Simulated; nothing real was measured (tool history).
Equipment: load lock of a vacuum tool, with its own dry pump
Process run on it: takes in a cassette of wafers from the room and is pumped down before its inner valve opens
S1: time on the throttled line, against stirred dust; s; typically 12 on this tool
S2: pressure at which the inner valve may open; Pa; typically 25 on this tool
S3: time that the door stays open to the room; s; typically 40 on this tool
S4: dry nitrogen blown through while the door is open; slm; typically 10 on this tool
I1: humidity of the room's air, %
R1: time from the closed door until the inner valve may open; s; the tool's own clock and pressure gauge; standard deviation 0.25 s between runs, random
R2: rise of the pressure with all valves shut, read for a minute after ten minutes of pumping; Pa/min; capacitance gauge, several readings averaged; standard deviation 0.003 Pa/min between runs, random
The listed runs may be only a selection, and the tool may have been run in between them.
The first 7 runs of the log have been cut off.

Run 8, hour 1224.7: usual settings but S3 81 s; I1 44.1. Result: R1 20.2 s, R2 0.041 Pa/min.
Run 9, hour 1387.1: usual settings; I1 47. Result: R1 20.2 s, R2 0.036 Pa/min.
Run 10, hour 1573.1: usual settings but S3 226 s; I1 44.2. Result: R1 19.9 s, R2 0.052 Pa/min.
Run 11, hour 1816.6: usual settings but S3 226 s; I1 45. Result: R1 19.6 s, R2 0.056 Pa/min.
Run 12, hour 1986.4: usual settings but S3 226 s, S4 32 slm; I1 48.2. Result: R1 19.8 s, R2 0.032 Pa/min.
Run 13, hour 2251.4: usual settings but S3 226 s, S4 32 slm; I1 45.7. Result: R1 19.6 s, R2 0.038 Pa/min.
Run 14, hour 2427.6: usual settings but S4 30 slm; I1 48.4. Result: R1 20 s, R2 0.029 Pa/min.
At hour 2505.6: dry pump taken out, an overhauled one fitted.
Run 15, hour 2557.6: usual settings; I1 43.2. Result: R1 20.1 s, R2 0.028 Pa/min.
Run 16, hour 2816.6: usual settings; I1 46.9. Result: R1 20.1 s, R2 0.034 Pa/min.
Run 17, hour 2948.3: usual settings; I1 45.2. Result: R1 19.8 s, R2 0.035 Pa/min.
Run 18, hour 3149.7: usual settings; I1 43.5. Result: R1 20.1 s, R2 0.03 Pa/min.
Run 19, hour 3412.8: usual settings; I1 45.3. Result: R1 19.8 s, R2 0.038 Pa/min.
Run 20, hour 3644.2: usual settings but S2 21 Pa; I1 45.7. Result: R1 20.5 s, R2 0.032 Pa/min.
Run 21, hour 3780.6: usual settings but S2 19 Pa; I1 42.9. Result: R1 20.5 s, R2 0.032 Pa/min.
Run 22, hour 3922.5: usual settings but S1 21 s, S2 18 Pa, S3 233 s, S4 11 slm; I1 45.2. Result: R1 27.2 s, R2 0.053 Pa/min.
Run 23, hour 4172.5: usual settings but S1 6 s, S2 24 Pa, S4 12 slm; I1 45.4. Result: R1 15.7 s, R2 0.034 Pa/min.
Run 24, hour 4440.1: usual settings but S1 6 s, S2 24 Pa, S4 12 slm; I1 46.1. Result: R1 15.3 s, R2 0.034 Pa/min.
Run 25, hour 4598.2: usual settings but S1 9 s, S2 44 Pa, S3 78 s; I1 50.1. Result: R1 16.9 s, R2 0.04 Pa/min.
Run 26, hour 4760.6: usual settings but S3 115 s, S4 23 slm; I1 44.8. Result: R1 20.2 s, R2 0.029 Pa/min.

Predict the results of run 27:
Run 27, hour 4888.8: usual settings but S3 202 s; I1 45. Result: R1 ?, R2 ?.

{"run 27": {"R1": 20, "R2": 0.057}}
With no hidden state in the tool, this same run would have given R1 20 s, R2 0.055 Pa/min.

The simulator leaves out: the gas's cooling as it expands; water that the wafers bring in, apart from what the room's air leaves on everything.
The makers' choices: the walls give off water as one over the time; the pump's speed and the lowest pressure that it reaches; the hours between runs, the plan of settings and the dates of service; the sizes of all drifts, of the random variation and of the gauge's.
